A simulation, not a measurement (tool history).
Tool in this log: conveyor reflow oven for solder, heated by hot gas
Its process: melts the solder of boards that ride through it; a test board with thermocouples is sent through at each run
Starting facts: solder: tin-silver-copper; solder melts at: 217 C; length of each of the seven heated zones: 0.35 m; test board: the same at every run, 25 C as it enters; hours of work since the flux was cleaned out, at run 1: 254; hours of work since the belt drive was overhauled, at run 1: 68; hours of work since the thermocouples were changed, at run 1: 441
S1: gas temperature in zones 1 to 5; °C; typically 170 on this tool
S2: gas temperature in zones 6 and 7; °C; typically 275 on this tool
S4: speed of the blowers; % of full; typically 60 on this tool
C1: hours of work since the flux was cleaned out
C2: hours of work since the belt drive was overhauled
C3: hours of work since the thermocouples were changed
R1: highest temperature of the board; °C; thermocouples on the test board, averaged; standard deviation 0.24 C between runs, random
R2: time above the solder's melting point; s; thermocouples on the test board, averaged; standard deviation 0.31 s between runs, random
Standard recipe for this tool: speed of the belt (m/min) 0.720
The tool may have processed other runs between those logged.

run 1 day=0.000 | S1=170 S2=275 speed_of_the_belt_(m/min)=0.720 S4=60 | C1=254 C2=68 C3=441 | R1=252.8 R2=41.5
run 2 day=0.192 | S1=170 S2=275 speed_of_the_belt_(m/min)=0.720 S4=60 | C1=257 C2=71 C3=444 | R1=251.8 R2=41.2
run 3 day=0.650 | S1=170 S2=275 speed_of_the_belt_(m/min)=0.720 S4=54 | C1=264 C2=78 C3=451 | R1=250.6 R2=39.8
run 4 day=0.967 | S1=170 S2=275 speed_of_the_belt_(m/min)=0.720 S4=54 | C1=269 C2=83 C3=456 | R1=250.4 R2=39.8
run 5 day=1.179 | S1=170 S2=275 speed_of_the_belt_(m/min)=0.720 S4=54 | C1=272 C2=87 C3=459 | R1=250.3 R2=40.2
run 6 day=1.488 | S1=170 S2=275 speed_of_the_belt_(m/min)=0.720 S4=60 | C1=277 C2=92 C3=464 | R1=252.4 R2=41.6
run 7 day=1.771 | S1=170 S2=290 speed_of_the_belt_(m/min)=0.720 S4=60 | C1=282 C2=96 C3=469 | R1=265.2 R2=48.2
run 8 day=2.233 | S1=170 S2=290 speed_of_the_belt_(m/min)=0.720 S4=60 | C1=289 C2=103 C3=476 | R1=265.0 R2=48.1
run 9 day=2.479 | S1=171 S2=275 speed_of_the_belt_(m/min)=0.720 S4=60 | C1=293 C2=107 C3=480 | R1=252.2 R2=42.1
run 10 day=2.704 | S1=170 S2=275 speed_of_the_belt_(m/min)=0.696 S4=60 | C1=296 C2=111 C3=483 | R1=253.6 R2=43.9
run 11 day=3.112 | S1=170 S2=275 speed_of_the_belt_(m/min)=0.696 S4=60 | C1=303 C2=117 C3=490 | R1=253.2 R2=44.1
run 12 day=3.429 | S1=170 S2=275 speed_of_the_belt_(m/min)=0.598 S4=60 | C1=308 C2=122 C3=495 | R1=259.6 R2=56.0
-- day=3.867 flux residue cleaned out of gas plates and filters
run 13 day=3.988 | S1=170 S2=275 speed_of_the_belt_(m/min)=0.720 S4=60 | C1=2 C2=128 C3=500 | R1=254.6 R2=43.6
run 14 day=4.329 | S1=170 S2=275 speed_of_the_belt_(m/min)=0.759 S4=60 | C1=7 C2=133 C3=506 | R1=252.6 R2=39.6
run 15 day=4.592 | S1=170 S2=287 speed_of_the_belt_(m/min)=0.720 S4=60 | C1=11 C2=137 C3=510 | R1=264.7 R2=48.5
run 16 day=5.038 | S1=170 S2=287 speed_of_the_belt_(m/min)=0.720 S4=60 | C1=18 C2=144 C3=517 | R1=264.9 R2=48.1
run 17 day=5.271 | S1=163 S2=275 speed_of_the_belt_(m/min)=0.720 S4=61 | C1=22 C2=148 C3=520 | R1=253.2 R2=41.0
run 18 day=5.583 | S1=170 S2=284 speed_of_the_belt_(m/min)=0.720 S4=57 | C1=27 C2=153 C3=525 | R1=261.3 R2=46.2
run 19 day=6.025 | S1=170 S2=278 speed_of_the_belt_(m/min)=0.720 S4=57 | C1=34 C2=160 C3=532 | R1=256.0 R2=44.2
run 20 day=6.254 | S1=170 S2=281 speed_of_the_belt_(m/min)=0.685 S4=69 | C1=38 C2=163 C3=536 | R1=264.0 R2=50.4
run 21 day=6.500 | S1=170 S2=279 speed_of_the_belt_(m/min)=0.653 S4=84 | C1=41 C2=167 C3=540 | R1=266.5 R2=55.4
run 22 day=6.767 | S1=166 S2=277 speed_of_the_belt_(m/min)=0.782 S4=61 | C1=46 C2=172 C3=544 | R1=251.8 R2=36.8
run 23 day=7.192 | S1=173 S2=277 speed_of_the_belt_(m/min)=0.839 S4=58 | C1=52 C2=178 C3=551 | R1=249.7 R2=34.3
run 24 day=7.438 | S1=182 S2=289 speed_of_the_belt_(m/min)=0.720 S4=60 | C1=56 C2=182 C3=555 | R1=268.9 R2=52.6
run 25 day=7.717 | S1=176 S2=289 speed_of_the_belt_(m/min)=0.841 S4=60 | C1=61 C2=187 C3=559 | R1=260.4 R2=40.2
run 26 day=7.983 | S1=176 S2=289 speed_of_the_belt_(m/min)=0.841 S4=60 | C1=65 C2=191 C3=563 | R1=260.0 R2=39.9
run 27 day=8.392 | S1=166 S2=276 speed_of_the_belt_(m/min)=0.841 S4=60 | C1=71 C2=197 C3=570 | R1=247.2 R2=31.7
run 28 day=8.725 | S1=155 S2=269 speed_of_the_belt_(m/min)=0.841 S4=60 | C1=77 C2=202 C3=575 | R1=238.7 R2=24.1
run 29 day=8.954 | S1=155 S2=269 speed_of_the_belt_(m/min)=0.841 S4=60 | C1=80 C2=206 C3=578 | R1=239.0 R2=24.1
run 30 day=9.217 | S1=155 S2=269 speed_of_the_belt_(m/min)=0.841 S4=60 | C1=84 C2=210 C3=583 | R1=238.7 R2=24.1
run 31 day=9.550 | S1=155 S2=286 speed_of_the_belt_(m/min)=0.841 S4=60 | C1=90 C2=215 C3=588 | R1=252.6 R2=32.0
run 32 day=9.983 | S1=166 S2=273 speed_of_the_belt_(m/min)=0.786 S4=60 | C1=96 C2=222 C3=595 | R1=248.5 R2=35.2

For each entry between runs, how does the tool's hidden state at the last listed run before it compare with that at the first listed run after it?
Runs 12 to 13: flux residue cleaned out of gas plates and filters (day 3.867)
  heat that the gas passes to the board, % of a clean oven's: 91 -> 99; belt's true speed, % of the reading: 99.45 -> 99.44; true gas temperature in zones 6 and 7 over the reading, C: 0.82 -> 0.83
  measured result minus the result with no hidden state, R1: -1.1 -> +0.7 °C; R2: -0.7 -> +0.6 s
